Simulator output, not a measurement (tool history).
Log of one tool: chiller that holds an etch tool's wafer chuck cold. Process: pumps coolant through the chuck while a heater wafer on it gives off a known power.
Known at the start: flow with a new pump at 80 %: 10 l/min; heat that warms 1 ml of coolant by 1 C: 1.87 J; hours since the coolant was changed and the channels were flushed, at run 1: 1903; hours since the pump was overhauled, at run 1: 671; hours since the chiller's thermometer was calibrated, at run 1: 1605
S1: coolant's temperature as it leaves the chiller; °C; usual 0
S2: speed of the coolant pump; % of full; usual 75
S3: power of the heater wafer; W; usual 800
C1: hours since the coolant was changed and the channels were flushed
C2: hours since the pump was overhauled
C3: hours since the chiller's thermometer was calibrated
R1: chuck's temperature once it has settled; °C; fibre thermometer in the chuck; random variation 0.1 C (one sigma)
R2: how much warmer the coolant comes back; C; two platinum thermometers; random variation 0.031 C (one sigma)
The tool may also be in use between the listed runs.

run,hour,S1,S2,S3,C1,C2,C3,R1,R2
1,0,0,75,800,1903,671,1605,7.5,2.76
2,18,0,75,404,1921,689,1623,3.9,1.41
3,44.9,0,75,404,1948,716,1650,3.9,1.4
4,66.2,0,75,404,1969,737,1671,4,1.37
5,92.6,0,75,800,1995,763,1698,7.4,2.83
6,119.5,0,75,800,2022,790,1725,7.6,2.73
7,147.4,0,75,800,2050,818,1753,7.4,2.78
8,180.4,2,75,800,2083,851,1786,9.6,2.77
9,197.7,2,75,800,2100,869,1803,9.5,2.79
10,214.2,0,75,800,2117,885,1819,7.8,2.83
11,229.3,0,91,800,2132,900,1834,6.6,2.24
12,248.9,0,91,800,2152,920,1854,6.6,2.27
13,268.9,0,75,800,2172,940,1874,7.6,2.8
14,299.5,0,75,800,2202,970,1905,7.6,2.75
# hour 303.8: chiller's thermometer calibrated
15,325,0,75,800,2227,995,21,7.7,2.77
16,342.1,0,75,453,2244,1012,38,4.5,1.55
17,370.7,0,75,453,2272,1040,67,4.4,1.56
18,400.1,0,75,486,2302,1070,96,4.9,1.63
19,422.6,0,75,660,2324,1092,119,6.5,2.24
20,439,0,79,411,2341,1109,135,3.9,1.35
21,464.9,-3,79,700,2367,1135,161,3.6,2.34
# hour 493.1: chiller's thermometer calibrated, once more
22,497.5,5,70,778,2398,1166,4,12.5,2.94
23,517.8,0,98,683,2418,1187,25,5.3,1.82
24,542.6,-6,75,800,2443,1211,49,1.6,2.79
25,569.6,-6,75,800,2470,1238,76,1.4,2.79

Forecast run 26:
26,593.2,0,75,800,2494,1262,100,?,?

{"run 26": {"R1": 7.4, "R2": 2.74}}
Without the tool's hidden state the same run would have given R1 7 °C, R2 2.7 C.
